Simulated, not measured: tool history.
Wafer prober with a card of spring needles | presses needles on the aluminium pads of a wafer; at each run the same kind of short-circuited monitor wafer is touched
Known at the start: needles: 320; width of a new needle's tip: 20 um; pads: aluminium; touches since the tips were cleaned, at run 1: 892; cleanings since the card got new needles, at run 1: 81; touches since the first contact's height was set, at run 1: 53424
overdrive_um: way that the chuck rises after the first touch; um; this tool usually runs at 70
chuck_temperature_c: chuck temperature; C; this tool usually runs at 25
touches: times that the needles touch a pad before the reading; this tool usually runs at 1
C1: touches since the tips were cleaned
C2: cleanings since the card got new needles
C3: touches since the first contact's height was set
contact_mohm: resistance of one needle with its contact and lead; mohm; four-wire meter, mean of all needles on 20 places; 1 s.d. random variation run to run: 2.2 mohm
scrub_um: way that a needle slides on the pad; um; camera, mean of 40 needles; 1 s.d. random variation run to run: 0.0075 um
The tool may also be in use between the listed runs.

Run 1, hour 0.0: usual settings; C1 892; C2 81; C3 53424. Result: contact_mohm 248 mohm, scrub_um 12.777 um.
At hour 17.7: tips cleaned on abrasive film.
At hour 37.2: tips cleaned on abrasive film.
At hour 58.5: tips cleaned on abrasive film.
Run 2, hour 58.5: usual settings; C1 0; C2 84; C3 73133. Result: contact_mohm 256 mohm, scrub_um 12.783 um.
At hour 82.3: tips cleaned on abrasive film.
At hour 87.4: height of the first contact set anew.
At hour 102.5: tips cleaned on abrasive film.
Run 3, hour 117.4: usual settings; C1 5058; C2 86; C3 10113. Result: contact_mohm 252 mohm, scrub_um 12.798 um.
At hour 125.0: tips cleaned on abrasive film.
At hour 146.9: tips cleaned on abrasive film.
Run 4, hour 148.4: usual settings but touches 2; C1 485; C2 88; C3 20524. Result: contact_mohm 252 mohm, scrub_um 12.813 um.
At hour 169.5: tips cleaned on abrasive film.
At hour 193.0: tips cleaned on abrasive film.
Run 5, hour 205.9: usual settings but touches 2; C1 4391; C2 90; C3 39940. Result: contact_mohm 250 mohm, scrub_um 12.788 um.
At hour 214.8: tips cleaned on abrasive film.
At hour 236.1: tips cleaned on abrasive film.
Run 6, hour 249.7: usual settings; C1 4616; C2 92; C3 54694. Result: contact_mohm 251 mohm, scrub_um 12.809 um.
At hour 256.3: tips cleaned on abrasive film.
At hour 276.5: tips cleaned on abrasive film.
Run 7, hour 283.5: usual settings but touches 3; C1 2342; C2 94; C3 66054. Result: contact_mohm 247 mohm, scrub_um 12.810 um.
At hour 296.1: tips cleaned on abrasive film.
At hour 315.7: tips cleaned on abrasive film.
Run 8, hour 326.7: usual settings; C1 3699; C2 96; C3 80607. Result: contact_mohm 251 mohm, scrub_um 12.804 um.
At hour 330.3: height of the first contact set anew.
At hour 336.1: tips cleaned on abrasive film.
At hour 357.3: tips cleaned on abrasive film.
At hour 379.4: tips cleaned on abrasive film.
Run 9, hour 383.4: usual settings but chuck_temperature_c 92 C; C1 1370; C2 99; C3 17891. Result: contact_mohm 271 mohm, scrub_um 12.802 um.
At hour 402.9: tips cleaned on abrasive film.
At hour 424.8: tips cleaned on abrasive film.
Run 10, hour 440.2: usual settings but touches 2; C1 5235; C2 101; C3 37051. Result: contact_mohm 255 mohm, scrub_um 12.805 um.
At hour 445.2: tips cleaned on abrasive film.
At hour 466.7: tips cleaned on abrasive film.
Run 11, hour 480.6: usual settings but touches 2; C1 4679; C2 103; C3 50645. Result: contact_mohm 248 mohm, scrub_um 12.821 um.
At hour 487.6: tips cleaned on abrasive film.
At hour 509.1: tips cleaned on abrasive film.
Run 12, hour 516.9: usual settings; C1 2626; C2 105; C3 62877. Result: contact_mohm 255 mohm, scrub_um 12.829 um.
At hour 531.2: tips cleaned on abrasive film.
At hour 551.9: tips cleaned on abrasive film.
Run 13, hour 560.1: usual settings; C1 2777; C2 107; C3 77442. Result: contact_mohm 253 mohm, scrub_um 12.820 um.
At hour 571.9: tips cleaned on abrasive film.
At hour 577.1: height of the first contact set anew.
At hour 592.8: tips cleaned on abrasive film.
Run 14, hour 601.0: usual settings but touches 2; C1 2786; C2 109; C3 8058. Result: contact_mohm 245 mohm, scrub_um 12.817 um.
At hour 615.9: tips cleaned on abrasive film.
At hour 636.5: tips cleaned on abrasive film.
Run 15, hour 652.1: usual settings but overdrive_um 71 um, chuck_temperature_c 123 C, touches 2; C1 5285; C2 111; C3 25300. Result: contact_mohm 278 mohm, scrub_um 13.019 um.

Predict the results of run 16:
At hour 657.0: tips cleaned on abrasive film.
At hour 677.2: tips cleaned on abrasive film.
At hour 699.4: tips cleaned on abrasive film.
Run 16, hour 704.0: usual settings but overdrive_um 71 um, chuck_temperature_c 41 C; C1 1557; C2 114; C3 42774. Result: contact_mohm ?, scrub_um ?.

{"run 16": {"contact_mohm": 253, "scrub_um": 13.024}}
If the tool had no hidden condition, the same run with the same run-to-run variation would have returned contact_mohm 252 mohm, scrub_um 12.981 um.
